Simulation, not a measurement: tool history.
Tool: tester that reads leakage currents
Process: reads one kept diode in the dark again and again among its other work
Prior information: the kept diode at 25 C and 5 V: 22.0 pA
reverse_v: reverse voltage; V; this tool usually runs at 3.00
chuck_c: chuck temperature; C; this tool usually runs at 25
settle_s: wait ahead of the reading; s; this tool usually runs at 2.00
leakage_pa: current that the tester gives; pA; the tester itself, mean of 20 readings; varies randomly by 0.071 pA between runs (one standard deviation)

run,hour,reverse_v,chuck_c,settle_s,leakage_pa
1,0.0,3.00,25,2.00,16.96
2,188.9,3.00,25,2.00,17.01
3,407.7,3.00,25,2.00,16.78
4,565.0,3.00,25,1.91,16.86
5,757.7,3.00,25,1.91,16.97
# hour 814.2: chuck's temperature calibrated
6,933.5,3.00,25,2.00,16.94
7,1157.3,3.00,25,2.00,16.87
8,1306.6,3.00,25,2.00,16.89
9,1433.5,3.00,25,2.00,16.84
10,1680.0,3.00,25,2.00,16.83
11,1899.8,3.00,25,2.00,16.82
# hour 1959.6: probe card cleaned and baked
12,2060.1,3.00,25,2.00,16.82
13,2196.9,3.00,25,2.00,16.87
14,2437.6,3.00,25,2.00,16.94
15,2604.0,3.00,25,2.00,16.84
16,2709.3,2.45,48,0.38,83.96
17,2842.1,2.45,48,0.38,84.27

Run 18 comes next. What will it give?
18,3002.9,2.45,48,0.38,?

leakage_pa: 84.47 pA
On a tool with no hidden condition, and with the same random variation, this run would have come out at leakage_pa 84.48 pA.

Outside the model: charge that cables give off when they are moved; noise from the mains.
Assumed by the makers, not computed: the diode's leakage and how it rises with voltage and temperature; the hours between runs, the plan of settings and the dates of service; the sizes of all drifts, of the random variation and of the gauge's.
